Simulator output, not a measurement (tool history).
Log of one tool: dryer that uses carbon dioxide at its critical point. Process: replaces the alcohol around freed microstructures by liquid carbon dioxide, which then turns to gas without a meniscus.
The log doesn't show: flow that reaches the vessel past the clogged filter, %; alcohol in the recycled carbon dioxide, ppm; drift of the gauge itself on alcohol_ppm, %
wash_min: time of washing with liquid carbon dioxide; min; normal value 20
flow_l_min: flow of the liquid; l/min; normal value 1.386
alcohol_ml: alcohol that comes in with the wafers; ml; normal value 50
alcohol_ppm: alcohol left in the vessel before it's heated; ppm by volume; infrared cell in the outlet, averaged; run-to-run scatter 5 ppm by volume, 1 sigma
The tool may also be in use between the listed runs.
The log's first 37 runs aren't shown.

| run | day | wash_min | flow_l_min | alcohol_ml | hours of work since the filter was changed | hours of work since the purifier's bed was changed | alcohol_ppm |
|---|---|---|---|---|---|---|---|
| 38 | 36.1 | 21 | 1.386 | 50 | 150 | 583 | 154 |
| 39 | 36.633 | 28 | 1.85 | 50 | 156 | 588 | 133 |
| 40 | 37.271 | 28 | 1.85 | 50 | 162 | 595 | 121 |
| 41 | 37.871 | 15 | 1.386 | 50 | 168 | 601 | 301 |
| 42 | 38.683 | 20 | 1.66 | 32 | 176 | 609 | 146 |
| 43 | 39.454 | 29 | 1.13 | 26 | 184 | 617 | 136 |
| 44 | 40.575 | 29 | 1.13 | 26 | 195 | 628 | 139 |
| 45 | 41.292 | 29 | 1.13 | 26 | 203 | 635 | 143 |
| 46 | 41.929 | 21 | 2.31 | 104 | 209 | 641 | 140 |
| 47 | 43.088 | 21 | 2.31 | 104 | 221 | 653 | 137 |

Branching from run 47: 3 alternative next runs. What would each branch give?
|  | 43.346 | inlet filter changed |
| A | 44.433 | 21 | 1.24 | 104 | 11 | 666 | ? |
|  | 43.346 | inlet filter changed |
| B | 44.433 | 17 | 2.1 | 24 | 11 | 666 | ? |
|  | 43.346 | inlet filter changed |
| C | 44.433 | 20 | 1.386 | 73 | 11 | 666 | ? |

| run | alcohol_ppm |
|---|---|
| A | 217 |
| B | 148 |
| C | 177 |
With no hidden state in the tool, these same runs would have given:
| run | alcohol_ppm |
|---|---|
| A | 68 |
| B | 9 |
| C | 35 |

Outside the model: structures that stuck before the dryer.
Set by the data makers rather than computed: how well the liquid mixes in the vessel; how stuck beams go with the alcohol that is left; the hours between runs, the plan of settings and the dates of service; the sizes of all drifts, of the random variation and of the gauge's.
